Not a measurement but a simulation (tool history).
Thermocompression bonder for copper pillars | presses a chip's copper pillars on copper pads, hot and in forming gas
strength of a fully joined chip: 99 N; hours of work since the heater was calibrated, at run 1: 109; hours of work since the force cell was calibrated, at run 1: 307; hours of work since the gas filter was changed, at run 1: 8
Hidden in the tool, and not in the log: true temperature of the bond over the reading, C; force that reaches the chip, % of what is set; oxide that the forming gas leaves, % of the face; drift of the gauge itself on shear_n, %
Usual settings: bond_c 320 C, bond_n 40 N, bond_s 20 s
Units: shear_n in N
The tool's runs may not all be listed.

run    hour  bond_c  bond_n  bond_s  hours of work since the heater was calibrated  hours of work since the force cell was calibrated  hours of work since the gas filter was changed  shear_n
  1     0.0     320      40      20                                            109                                                307                                               8     56.5
  2    33.0     320      40      51                                            126                                                324                                              25     71.9
  3    72.2     320      40      51                                            146                                                344                                              45     72.9
  4    96.8     320      40      51                                            159                                                357                                              58     70.2
  5   146.1     327      40      20                                            184                                                383                                              83     58.0
  6   203.8     327      40      20                                            214                                                412                                             113     57.3
  7   254.3     327      40      20                                            240                                                438                                             139     56.2
  8   308.2     320      40      16                                            267                                                466                                             167     50.4
  9   345.6     320      40      16                                            287                                                485                                             186     48.8
 10   374.0     320      40      16                                            301                                                500                                             201     49.0
 11   428.2     320      40      16                                            329                                                528                                             229     49.1
 12   480.0     320      40      20                                            356                                                555                                             256     51.7
 13   511.4     320      40      20                                            372                                                571                                             272     50.3
      533.8  -- forming gas filter changed
 14   550.2     320      40      15                                            392                                                591                                               8     50.5
 15   594.1     320      40      15                                            415                                                613                                              31     50.4
 16   633.0     320      40      20                                            435                                                633                                              51     55.6
 17   686.9     320      40      20                                            462                                                661                                              79     55.8
 18   723.6     320      40      24                                            481                                                680                                              98     57.7
 19   768.9     320      40      24                                            505                                                703                                             121     55.9
 20   818.6     320      40      24                                            530                                                729                                             147     58.5
 21   875.7     336      37      12                                            560                                                758                                             176     46.5
 22   933.9     336      37      12                                            590                                                788                                             206     44.9
 23   978.0     295      53      17                                            613                                                811                                             229     53.8
 24  1028.4     332      40      20                                            638                                                837                                             255     55.2
 25  1062.3     332      40      20                                            656                                                855                                             272     54.7
     1086.9  -- forming gas filter changed
 26  1114.2     346      40      20                                            682                                                881                                              14     64.4
 27  1165.8     346      25      20                                            709                                                908                                              41     43.1
 28  1222.3     335      25      20                                            738                                                937                                              70     39.1
 29  1253.2     336      33      11                                            754                                                953                                              86     41.3
 30  1282.7     308      40      53                                            769                                                968                                             101     67.4
 31  1337.2     308      40      53                                            797                                                996                                             129     66.4
 32  1385.1     330      40      21                                            822                                               1021                                             154     58.9

Forecast run 33:
 33  1418.0     320      57      20                                            839                                               1038                                             171        ?

{"run 33": {"shear_n": 68.3}}
Without the tool's hidden state the same run would have given shear_n 72.5 N.

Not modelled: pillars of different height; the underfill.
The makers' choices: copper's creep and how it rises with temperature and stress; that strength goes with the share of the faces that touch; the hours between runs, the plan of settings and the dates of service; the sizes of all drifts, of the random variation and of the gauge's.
